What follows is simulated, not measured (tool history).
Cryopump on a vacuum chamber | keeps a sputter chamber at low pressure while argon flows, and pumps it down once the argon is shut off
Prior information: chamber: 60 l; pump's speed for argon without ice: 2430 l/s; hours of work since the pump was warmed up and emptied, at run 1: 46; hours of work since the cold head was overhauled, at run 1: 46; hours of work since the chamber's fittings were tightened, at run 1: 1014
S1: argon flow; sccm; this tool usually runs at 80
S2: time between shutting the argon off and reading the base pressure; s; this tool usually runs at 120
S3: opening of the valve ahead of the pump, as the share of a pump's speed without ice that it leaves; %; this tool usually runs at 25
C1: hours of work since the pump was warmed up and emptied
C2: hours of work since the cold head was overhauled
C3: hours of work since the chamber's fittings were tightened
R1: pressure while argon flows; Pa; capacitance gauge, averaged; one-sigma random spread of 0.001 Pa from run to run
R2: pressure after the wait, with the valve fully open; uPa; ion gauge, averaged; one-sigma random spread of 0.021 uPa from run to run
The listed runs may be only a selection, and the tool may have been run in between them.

Run 1, hour 0: usual settings; C1 46; C2 46; C3 1014. Result: R1 0.2222 Pa, R2 0.83 uPa.
Run 2, hour 60.7: usual settings; C1 73; C2 73; C3 1042. Result: R1 0.2206 Pa, R2 0.88 uPa.
Run 3, hour 125.4: usual settings but S2 80 s; C1 102; C2 102; C3 1071. Result: R1 0.2249 Pa, R2 1.04 uPa.
Run 4, hour 197.9: usual settings; C1 135; C2 135; C3 1104. Result: R1 0.2233 Pa, R2 0.92 uPa.
Run 5, hour 287: usual settings but S1 42 sccm; C1 175; C2 175; C3 1144. Result: R1 0.1172 Pa, R2 0.91 uPa.
Run 6, hour 363: usual settings; C1 209; C2 209; C3 1178. Result: R1 0.2273 Pa, R2 0.92 uPa.
Run 7, hour 443.8: usual settings but S1 39 sccm; C1 246; C2 246; C3 1214. Result: R1 0.1096 Pa, R2 0.91 uPa.
Run 8, hour 504.9: usual settings but S1 39 sccm; C1 273; C2 273; C3 1242. Result: R1 0.1097 Pa, R2 0.94 uPa.
Run 9, hour 614.9: usual settings but S3 19 %; C1 323; C2 323; C3 1292. Result: R1 0.2957 Pa, R2 1 uPa.
Run 10, hour 701.7: usual settings but S3 19 %; C1 362; C2 362; C3 1331. Result: R1 0.2955 Pa, R2 0.98 uPa.
Run 11, hour 806.9: usual settings but S3 19 %; C1 409; C2 409; C3 1378. Result: R1 0.2982 Pa, R2 1.03 uPa.
Run 12, hour 863: usual settings but S3 19 %; C1 435; C2 435; C3 1403. Result: R1 0.2955 Pa, R2 1.02 uPa.
Run 13, hour 969.7: usual settings but S3 19 %; C1 483; C2 483; C3 1452. Result: R1 0.2994 Pa, R2 1.07 uPa.
Run 14, hour 1071.7: usual settings but S3 19 %; C1 529; C2 529; C3 1498. Result: R1 0.3009 Pa, R2 1.12 uPa.
Run 15, hour 1158.8: usual settings but S3 19 %; C1 568; C2 568; C3 1537. Result: R1 0.3018 Pa, R2 1.15 uPa.
Run 16, hour 1214.4: usual settings but S3 37 %; C1 593; C2 593; C3 1562. Result: R1 0.1584 Pa, R2 1.11 uPa.
Run 17, hour 1273.6: usual settings but S1 37 sccm, S2 44 s, S3 18 %; C1 620; C2 620; C3 1589. Result: R1 0.1463 Pa, R2 1.69 uPa.
Run 18, hour 1352.3: usual settings but S1 37 sccm, S2 44 s, S3 18 %; C1 655; C2 655; C3 1624. Result: R1 0.1478 Pa, R2 1.72 uPa.

Predict the results of run 19:
Run 19, hour 1441.3: usual settings but S1 59 sccm, S3 29 %; C1 696; C2 696; C3 1664. Result: R1 ?, R2 ?.

R1: 0.1487 Pa
R2: 1.23 uPa
With no hidden state in the tool, this same run would have given R1 0.1416 Pa, R2 0.49 uPa.

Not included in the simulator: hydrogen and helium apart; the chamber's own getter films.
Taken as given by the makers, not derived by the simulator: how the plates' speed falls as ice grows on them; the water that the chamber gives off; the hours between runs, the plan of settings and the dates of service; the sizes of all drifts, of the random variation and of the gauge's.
